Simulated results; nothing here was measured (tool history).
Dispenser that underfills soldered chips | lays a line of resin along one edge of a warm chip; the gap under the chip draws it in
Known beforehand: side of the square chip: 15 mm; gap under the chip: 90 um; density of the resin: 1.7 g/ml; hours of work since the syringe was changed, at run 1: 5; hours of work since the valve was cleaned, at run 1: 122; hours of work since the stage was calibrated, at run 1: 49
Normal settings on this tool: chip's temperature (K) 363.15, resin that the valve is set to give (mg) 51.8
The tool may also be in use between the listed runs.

| run | day | chip's temperature (K) | resin that the valve is set to give (mg) | hours of work since the syringe was changed | hours of work since the valve was cleaned | hours of work since the stage was calibrated | time until the resin shows at the far edge (s) | resin that the valve gave (mg) |
|---|---|---|---|---|---|---|---|---|
| 1 | 0.000 | 363.15 | 51.8 | 5 | 122 | 49 | 187.2 | 45.28 |
| 2 | 0.142 | 363.15 | 51.8 | 7 | 124 | 51 | 204.4 | 45.45 |
|  | 0.167 | new syringe of resin |
| 3 | 0.275 | 349.15 | 51.8 | 2 | 126 | 53 | 326.9 | 45.37 |
| 4 | 0.458 | 349.15 | 51.8 | 4 | 129 | 56 | 354.6 | 45.10 |
| 5 | 0.612 | 363.15 | 44.7 | 7 | 131 | 58 | 212.8 | 38.79 |
|  | 0.662 | new syringe of resin |
|  | 0.754 | dispensing valve cleaned and set on the balance |
| 6 | 0.796 | 363.15 | 44.7 | 1 | 1 | 60 | 169.1 | 44.90 |
| 7 | 0.942 | 363.15 | 51.8 | 4 | 3 | 63 | 177.3 | 51.61 |
| 8 | 1.129 | 363.15 | 49.1 | 6 | 6 | 65 | 199.8 | 49.03 |
|  | 1.196 | new syringe of resin |
| 9 | 1.258 | 356.15 | 64.7 | 1 | 7 | 67 | 214.2 | 64.16 |
| 10 | 1.367 | 363.15 | 53.4 | 3 | 9 | 69 | 167.8 | 53.54 |
| 11 | 1.588 | 363.15 | 53.4 | 6 | 12 | 72 | 190.6 | 52.81 |
|  | 1.696 | new syringe of resin |
| 12 | 1.700 | 376.15 | 48.6 | 0 | 14 | 74 | 89.6 | 48.13 |
| 13 | 1.879 | 359.15 | 60.4 | 3 | 17 | 76 | 198.8 | 60.09 |

Predict the results of run 14:
| 14 | 2.033 | 359.15 | 60.4 | 5 | 19 | 79 | ? | ? |

Run 14 gave time until the resin shows at the far edge (s) 219.8, resin that the valve gave (mg) 59.64.
With no hidden state in the tool, this same run would have given time until the resin shows at the far edge (s) 180.9, resin that the valve gave (mg) 60.53.
